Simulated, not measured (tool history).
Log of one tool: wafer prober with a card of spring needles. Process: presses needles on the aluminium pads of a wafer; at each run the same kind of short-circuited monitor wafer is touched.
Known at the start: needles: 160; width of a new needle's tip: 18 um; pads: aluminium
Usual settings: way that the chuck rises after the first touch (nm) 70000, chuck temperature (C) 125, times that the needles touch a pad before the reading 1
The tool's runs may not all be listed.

run	hour	way that the chuck rises after the first touch (nm)	chuck temperature (C)	times that the needles touch a pad before the reading	resistance of one needle with its contact and lead (mohm)	way that a needle slides on the pad (nm)
1	0	70000	125	1	178	8180
2	81.5	83000	125	1	151	9410
3	149.5	54000	125	1	162	7000
4	189	54000	125	1	231	6780
5	293	70000	94	1	141	9000
6	380	70000	94	1	139	8610
7	425.4	60000	69	1	138	7210
8	501.2	60000	69	1	159	6920
9	593.1	57000	69	1	141	6340
10	684.9	57000	69	1	155	7400
11	751.7	60000	48	2	149	7660
12	837.2	90000	31	2	127	11110

Taken out of this log: 194 entries between the listed runs. Where each belongs, and how the hidden state differs across it:
Between runs 1 and 2: tips cleaned on abrasive film (hour 3); tips cleaned on abrasive film (hour 6.9); tips cleaned on abrasive film (hour 10.8); tips cleaned on abrasive film (hour 14.7); tips cleaned on abrasive film (hour 18.6); tips cleaned on abrasive film (hour 22.5); tips cleaned on abrasive film (hour 26.4); tips cleaned on abrasive film (hour 31.3); tips cleaned on abrasive film (hour 35.2); tips cleaned on abrasive film (hour 39.1); tips cleaned on abrasive film (hour 43); tips cleaned on abrasive film (hour 46.9); tips cleaned on abrasive film (hour 50.9); tips cleaned on abrasive film (hour 54.8); tips cleaned on abrasive film (hour 59.6); tips cleaned on abrasive film (hour 63.5); tips cleaned on abrasive film (hour 67.4); tips cleaned on abrasive film (hour 72.3); tips cleaned on abrasive film (hour 77.2); tips cleaned on abrasive film (hour 81.1)
  debris on the tips, nm: 38 -> 13.4; way that the needles fall short of the set height, um: 7.76 -> 9.94; tips' diameter, um: 32 -> 32.76
  measured less the result without the state, resistance of one needle with its contact and lead (mohm): +44 -> +20; way that a needle slides on the pad (nm): -1020 -> -1280
Between runs 2 and 3: tips cleaned on abrasive film (hour 85.4); tips cleaned on abrasive film (hour 89.3); tips cleaned on abrasive film (hour 94.2); tips cleaned on abrasive film (hour 98.1); tips cleaned on abrasive film (hour 102); tips cleaned on abrasive film (hour 106.9); height of the first contact set anew (hour 107.2); tips cleaned on abrasive film (hour 112.1); tips cleaned on abrasive film (hour 116); tips cleaned on abrasive film (hour 119.9); tips cleaned on abrasive film (hour 123.8); tips cleaned on abrasive film (hour 128.7); tips cleaned on abrasive film (hour 132.6); tips cleaned on abrasive film (hour 137.4); tips cleaned on abrasive film (hour 141.3); tips cleaned on abrasive film (hour 145.3); tips cleaned on abrasive film (hour 149.5)
  debris on the tips, nm: 13.4 -> 6.2; way that the needles fall short of the set height, um: 9.94 -> 0.99; tips' diameter, um: 32.76 -> 33.32
  measured less the result without the state, resistance of one needle with its contact and lead (mohm): +20 -> +24; way that a needle slides on the pad (nm): -1280 -> -130
Between runs 3 and 4: tips cleaned on abrasive film (hour 154.4); tips cleaned on abrasive film (hour 158.3); tips cleaned on abrasive film (hour 162.2); tips cleaned on abrasive film (hour 166.1); tips cleaned on abrasive film (hour 171); tips cleaned on abrasive film (hour 175.8); tips cleaned on abrasive film (hour 180.7); tips cleaned on abrasive film (hour 185.6)
  debris on the tips, nm: 6.2 -> 60.2; way that the needles fall short of the set height, um: 0.99 -> 1.87; tips' diameter, um: 33.32 -> 33.63
  measured less the result without the state, resistance of one needle with its contact and lead (mohm): +24 -> +93; way that a needle slides on the pad (nm): -130 -> -240
Between runs 4 and 5: tips cleaned on abrasive film (hour 190.1); tips cleaned on abrasive film (hour 194); tips cleaned on abrasive film (hour 198.8); tips cleaned on abrasive film (hour 202.8); tips cleaned on abrasive film (hour 206.7); tips cleaned on abrasive film (hour 210.6); tips cleaned on abrasive film (hour 214.5); tips cleaned on abrasive film (hour 218.4); card fitted with new needles (hour 230.4); tips cleaned on abrasive film (hour 235.3); tips cleaned on abrasive film (hour 239.2); tips cleaned on abrasive film (hour 243.1); tips cleaned on abrasive film (hour 247); tips cleaned on abrasive film (hour 251.9); tips cleaned on abrasive film (hour 255.8); tips cleaned on abrasive film (hour 260.6); tips cleaned on abrasive film (hour 264.6); tips cleaned on abrasive film (hour 268.5); tips cleaned on abrasive film (hour 272.4); tips cleaned on abrasive film (hour 276.3); tips cleaned on abrasive film (hour 281.2); tips cleaned on abrasive film (hour 286); tips cleaned on abrasive film (hour 290.9)
  debris on the tips, nm: 60.2 -> 42.2; way that the needles fall short of the set height, um: 1.87 -> 1.55; tips' diameter, um: 33.63 -> 18.54
  measured less the result without the state, resistance of one needle with its contact and lead (mohm): +93 -> +13; way that a needle slides on the pad (nm): -240 -> -200
Between runs 5 and 6: tips cleaned on abrasive film (hour 295); tips cleaned on abrasive film (hour 298.9); tips cleaned on abrasive film (hour 303.7); tips cleaned on abrasive film (hour 307.7); tips cleaned on abrasive film (hour 311.6); tips cleaned on abrasive film (hour 316.4); tips cleaned on abrasive film (hour 321.3); tips cleaned on abrasive film (hour 326.2); tips cleaned on abrasive film (hour 331); tips cleaned on abrasive film (hour 334.9); tips cleaned on abrasive film (hour 338.8); tips cleaned on abrasive film (hour 342.8); tips cleaned on abrasive film (hour 347.6); tips cleaned on abrasive film (hour 352.5); tips cleaned on abrasive film (hour 356.4); tips cleaned on abrasive film (hour 361.3); tips cleaned on abrasive film (hour 365.2); tips cleaned on abrasive film (hour 370); tips cleaned on abrasive film (hour 373.9); tips cleaned on abrasive film (hour 378.8)
  debris on the tips, nm: 42.2 -> 27.8; way that the needles fall short of the set height, um: 1.55 -> 3.67; tips' diameter, um: 18.54 -> 19.28
  measured less the result without the state, resistance of one needle with its contact and lead (mohm): +13 -> +11; way that a needle slides on the pad (nm): -200 -> -470
Between runs 6 and 7: tips cleaned on abrasive film (hour 383); tips cleaned on abrasive film (hour 387.9); tips cleaned on abrasive film (hour 392.7); tips cleaned on abrasive film (hour 396.6); tips cleaned on abrasive film (hour 401.5); tips cleaned on abrasive film (hour 406.4); tips cleaned on abrasive film (hour 410.3); tips cleaned on abrasive film (hour 415.1); tips cleaned on abrasive film (hour 420); tips cleaned on abrasive film (hour 424.9)
  debris on the tips, nm: 27.8 -> 15.4; way that the needles fall short of the set height, um: 3.67 -> 4.87; tips' diameter, um: 19.28 -> 19.7
  measured less the result without the state, resistance of one needle with its contact and lead (mohm): +11 -> +10; way that a needle slides on the pad (nm): -470 -> -640
Between runs 7 and 8: tips cleaned on abrasive film (hour 429.3); tips cleaned on abrasive film (hour 433.2); tips cleaned on abrasive film (hour 437.1); tips cleaned on abrasive film (hour 441.1); tips cleaned on abrasive film (hour 445); tips cleaned on abrasive film (hour 448.9); tips cleaned on abrasive film (hour 453.7); tips cleaned on abrasive film (hour 457.7); tips cleaned on abrasive film (hour 462.5); tips cleaned on abrasive film (hour 467.4); tips cleaned on abrasive film (hour 472.2); tips cleaned on abrasive film (hour 476.2); tips cleaned on abrasive film (hour 480.1); tips cleaned on abrasive film (hour 484.9); tips cleaned on abrasive film (hour 489.8); tips cleaned on abrasive film (hour 494.7); tips cleaned on abrasive film (hour 498.6)
  debris on the tips, nm: 15.4 -> 52.9; way that the needles fall short of the set height, um: 4.87 -> 6.86; tips' diameter, um: 19.7 -> 20.4
  measured less the result without the state, resistance of one needle with its contact and lead (mohm): +10 -> +32; way that a needle slides on the pad (nm): -640 -> -890
Between runs 8 and 9: tips cleaned on abrasive film (hour 503.2); tips cleaned on abrasive film (hour 507.1); tips cleaned on abrasive film (hour 511.1); tips cleaned on abrasive film (hour 515.9); tips cleaned on abrasive film (hour 519.8); tips cleaned on abrasive film (hour 523.7); tips cleaned on abrasive film (hour 527.7); tips cleaned on abrasive film (hour 531.6); tips cleaned on abrasive film (hour 536.4); tips cleaned on abrasive film (hour 541.3); tips cleaned on abrasive film (hour 546.2); tips cleaned on abrasive film (hour 550.1); tips cleaned on abrasive film (hour 554.9); tips cleaned on abrasive film (hour 558.8); tips cleaned on abrasive film (hour 563.7); tips cleaned on abrasive film (hour 567.6); tips cleaned on abrasive film (hour 571.5); tips cleaned on abrasive film (hour 575.4); tips cleaned on abrasive film (hour 580.3); tips cleaned on abrasive film (hour 585.2); tips cleaned on abrasive film (hour 589.1); tips cleaned on abrasive film (hour 593)
  debris on the tips, nm: 52.9 -> 7.7; way that the needles fall short of the set height, um: 6.86 -> 9.18; tips' diameter, um: 20.4 -> 21.21
  measured less the result without the state, resistance of one needle with its contact and lead (mohm): +32 -> +12; way that a needle slides on the pad (nm): -890 -> -1210
Between runs 9 and 10: tips cleaned on abrasive film (hour 597); tips cleaned on abrasive film (hour 600.9); tips cleaned on abrasive film (hour 604.8); tips cleaned on abrasive film (hour 608.7); tips cleaned on abrasive film (hour 613.6); tips cleaned on abrasive film (hour 617.5); tips cleaned on abrasive film (hour 622.4); tips cleaned on abrasive film (hour 626.3); tips cleaned on abrasive film (hour 631.1); tips cleaned on abrasive film (hour 635); tips cleaned on abrasive film (hour 639); tips cleaned on abrasive film (hour 643.8); tips cleaned on abrasive film (hour 648.7); tips cleaned on abrasive film (hour 652.6); height of the first contact set anew (hour 655.7); tips cleaned on abrasive film (hour 656.8); tips cleaned on abrasive film (hour 661.7); tips cleaned on abrasive film (hour 665.6); tips cleaned on abrasive film (hour 670.4); tips cleaned on abrasive film (hour 674.4); tips cleaned on abrasive film (hour 678.3); tips cleaned on abrasive film (hour 683.1)
  debris on the tips, nm: 7.7 -> 39; way that the needles fall short of the set height, um: 9.18 -> 0.69; tips' diameter, um: 21.21 -> 21.97
  measured less the result without the state, resistance of one needle with its contact and lead (mohm): +12 -> +25; way that a needle slides on the pad (nm): -1210 -> -90
Between runs 10 and 11: tips cleaned on abrasive film (hour 687.9); tips cleaned on abrasive film (hour 691.8); tips cleaned on abrasive film (hour 696.6); tips cleaned on abrasive film (hour 700.6); tips cleaned on abrasive film (hour 704.5); tips cleaned on abrasive film (hour 708.4); tips cleaned on abrasive film (hour 712.3); tips cleaned on abrasive film (hour 716.2); tips cleaned on abrasive film (hour 721.1); tips cleaned on abrasive film (hour 725); tips cleaned on abrasive film (hour 729.8); tips cleaned on abrasive film (hour 733.7); tips cleaned on abrasive film (hour 738.6); tips cleaned on abrasive film (hour 743.5); tips cleaned on abrasive film (hour 748.3)
  debris on the tips, nm: 39 -> 57.5; way that the needles fall short of the set height, um: 0.69 -> 2.27; tips' diameter, um: 21.97 -> 22.53
  measured less the result without the state, resistance of one needle with its contact and lead (mohm): +25 -> +24; way that a needle slides on the pad (nm): -90 -> -300
Between runs 11 and 12: tips cleaned on abrasive film (hour 752.7); tips cleaned on abrasive film (hour 757.6); tips cleaned on abrasive film (hour 761.5); tips cleaned on abrasive film (hour 765.4); tips cleaned on abrasive film (hour 770.3); tips cleaned on abrasive film (hour 775.1); tips cleaned on abrasive film (hour 780); tips cleaned on abrasive film (hour 783.9); tips cleaned on abrasive film (hour 788.8); tips cleaned on abrasive film (hour 792.7); tips cleaned on abrasive film (hour 797.5); tips cleaned on abrasive film (hour 801.5); tips cleaned on abrasive film (hour 806.3); tips cleaned on abrasive film (hour 810.2); tips cleaned on abrasive film (hour 814.1); tips cleaned on abrasive film (hour 819); tips cleaned on abrasive film (hour 823.9); tips cleaned on abrasive film (hour 827.8); tips cleaned on abrasive film (hour 831.7); tips cleaned on abrasive film (hour 835.6)
  debris on the tips, nm: 57.5 -> 38.9; way that the needles fall short of the set height, um: 2.27 -> 4.42; tips' diameter, um: 22.53 -> 23.28
  measured less the result without the state, resistance of one needle with its contact and lead (mohm): +24 -> +10; way that a needle slides on the pad (nm): -300 -> -570
